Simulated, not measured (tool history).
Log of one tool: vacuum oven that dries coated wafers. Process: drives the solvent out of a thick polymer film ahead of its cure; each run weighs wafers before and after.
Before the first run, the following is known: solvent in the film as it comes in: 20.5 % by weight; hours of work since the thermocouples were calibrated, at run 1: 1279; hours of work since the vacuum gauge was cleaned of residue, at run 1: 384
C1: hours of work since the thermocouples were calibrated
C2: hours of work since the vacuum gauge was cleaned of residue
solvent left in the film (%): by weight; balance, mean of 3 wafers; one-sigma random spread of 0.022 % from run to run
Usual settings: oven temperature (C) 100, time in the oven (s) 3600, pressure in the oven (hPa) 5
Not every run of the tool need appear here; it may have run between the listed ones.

Run 1, hour 0: usual settings; C1 1279; C2 384. Result: solvent left in the film (%) 1.35.
Run 2, hour 22.1: usual settings; C1 1294; C2 399. Result: solvent left in the film (%) 1.34.
Run 3, hour 34.1: usual settings; C1 1302; C2 407. Result: solvent left in the film (%) 1.41.
Run 4, hour 45.2: usual settings; C1 1309; C2 414. Result: solvent left in the film (%) 1.36.
Run 5, hour 57.1: usual settings; C1 1317; C2 422. Result: solvent left in the film (%) 1.34.
Run 6, hour 69.6: usual settings but oven temperature (C) 88; C1 1325; C2 430. Result: solvent left in the film (%) 5.27.
Run 7, hour 93.5: usual settings but oven temperature (C) 114; C1 1341; C2 446. Result: solvent left in the film (%) 0.37.
Run 8, hour 103.3: usual settings but oven temperature (C) 114; C1 1348; C2 453. Result: solvent left in the film (%) 0.37.

What will run 9 give?
Run 9, hour 121.8: usual settings but oven temperature (C) 108, time in the oven (s) 2400; C1 1360; C2 465. Result: solvent left in the film (%) ?.

solvent left in the film (%): 0.97
Had the tool carried no hidden state, the very same run would have given solvent left in the film (%) 1.36.
